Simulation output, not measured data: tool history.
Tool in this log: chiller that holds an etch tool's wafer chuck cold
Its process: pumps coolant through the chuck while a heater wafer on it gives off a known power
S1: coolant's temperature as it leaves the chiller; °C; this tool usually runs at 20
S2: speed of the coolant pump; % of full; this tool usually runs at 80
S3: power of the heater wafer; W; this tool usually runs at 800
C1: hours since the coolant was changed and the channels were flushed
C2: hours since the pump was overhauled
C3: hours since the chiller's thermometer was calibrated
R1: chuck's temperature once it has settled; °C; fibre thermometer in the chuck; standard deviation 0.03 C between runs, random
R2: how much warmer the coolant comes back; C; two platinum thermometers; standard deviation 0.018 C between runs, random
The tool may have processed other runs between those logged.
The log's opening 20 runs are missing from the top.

run	hour	S1	S2	S3	C1	C2	C3	R1	R2
21	1903.7	21	62	723	5804	4933	158	27.73	3.36
22	2002	25	64	513	5902	5031	257	29.66	2.3
23	2130.2	25	72	736	6031	5159	385	31.02	2.97
24	2211.1	25	72	736	6111	5240	466	31.02	2.97
25	2292.7	25	72	736	6193	5322	547	31.08	2.96
26	2354.4	25	72	736	6255	5383	609	31.06	2.93
# hour 2395.1: coolant changed, channels flushed
27	2478.1	25	72	736	83	5501	727	30.4	2.95
28	2567.9	25	72	736	173	5591	817	30.46	2.96
29	2633.6	27	93	849	238	5656	882	32	2.63
30	2703.8	27	93	849	309	5727	953	32.03	2.63
31	2779.7	15	72	800	385	5803	1028	20.96	3.25
32	2888.9	15	90	800	494	5912	1138	19.76	2.59
33	3015.7	12	99	607	621	6039	1265	15.33	1.73

Below are 3 alternative next runs, each starting from the tool's condition after run 33. Predict each:
A	3126.5	17	66	718	731	6149	1375	?	?
B	3126.5	12	77	607	731	6149	1375	?	?
C	3126.5	12	76	800	731	6149	1375	?	?

run	R1	R2
A	22.84	3.23
B	16.2	2.29
C	17.67	3.06
Take away the tool's hidden state, keep each run's random variation, and the runs would have read:
run	R1	R2
A	22.56	2.95
B	16.06	2.09
C	17.4	2.8
